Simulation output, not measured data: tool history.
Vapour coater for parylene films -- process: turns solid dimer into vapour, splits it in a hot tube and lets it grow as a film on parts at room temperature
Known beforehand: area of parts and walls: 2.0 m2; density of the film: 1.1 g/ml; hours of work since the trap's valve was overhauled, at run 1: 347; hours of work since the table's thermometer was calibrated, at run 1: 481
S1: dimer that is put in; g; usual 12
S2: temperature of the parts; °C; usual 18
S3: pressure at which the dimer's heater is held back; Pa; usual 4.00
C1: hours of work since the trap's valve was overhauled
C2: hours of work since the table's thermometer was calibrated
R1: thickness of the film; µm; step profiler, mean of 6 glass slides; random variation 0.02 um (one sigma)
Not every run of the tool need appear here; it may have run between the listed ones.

{"run": 1, "hour": 0.0, "S1": 12, "S2": 18, "S3": 4.0, "C1": 347, "C2": 481, "R1": 3.54}
{"run": 2, "hour": 26.0, "S1": 22, "S2": 18, "S3": 4.0, "C1": 370, "C2": 504, "R1": 6.45}
{"hour": 60.5, "done": "trap's valve overhauled"}
{"run": 3, "hour": 78.2, "S1": 22, "S2": 18, "S3": 4.0, "C1": 15, "C2": 546, "R1": 6.56}
{"run": 4, "hour": 111.4, "S1": 22, "S2": 18, "S3": 4.0, "C1": 45, "C2": 575, "R1": 6.51}
{"run": 5, "hour": 135.6, "S1": 11, "S2": 18, "S3": 4.0, "C1": 66, "C2": 597, "R1": 3.24}
{"run": 6, "hour": 171.2, "S1": 11, "S2": 18, "S3": 4.0, "C1": 97, "C2": 628, "R1": 3.27}
{"run": 7, "hour": 202.1, "S1": 12, "S2": 18, "S3": 4.0, "C1": 124, "C2": 655, "R1": 3.55}
{"run": 8, "hour": 238.9, "S1": 12, "S2": 18, "S3": 2.6, "C1": 156, "C2": 687, "R1": 3.76}
{"run": 9, "hour": 262.8, "S1": 12, "S2": 18, "S3": 4.0, "C1": 177, "C2": 708, "R1": 3.57}
{"run": 10, "hour": 296.3, "S1": 12, "S2": 18, "S3": 2.34, "C1": 206, "C2": 737, "R1": 3.84}
{"run": 11, "hour": 323.3, "S1": 12, "S2": 21, "S3": 4.0, "C1": 230, "C2": 761, "R1": 3.21}
{"run": 12, "hour": 357.7, "S1": 16, "S2": 18, "S3": 4.0, "C1": 260, "C2": 791, "R1": 4.76}
{"run": 13, "hour": 390.0, "S1": 16, "S2": 18, "S3": 4.0, "C1": 289, "C2": 819, "R1": 4.75}
{"run": 14, "hour": 439.0, "S1": 16, "S2": 18, "S3": 4.0, "C1": 331, "C2": 862, "R1": 4.7}

Run 15 comes next. What will it give?
{"run": 15, "hour": 466.4, "S1": 14, "S2": 18, "S3": 4.0, "C1": 355, "C2": 886, "R1": "?"}

R1: 4.13 µm
With the hidden condition absent and the run-to-run variation left alone, this run would have shown R1 4.14 µm.

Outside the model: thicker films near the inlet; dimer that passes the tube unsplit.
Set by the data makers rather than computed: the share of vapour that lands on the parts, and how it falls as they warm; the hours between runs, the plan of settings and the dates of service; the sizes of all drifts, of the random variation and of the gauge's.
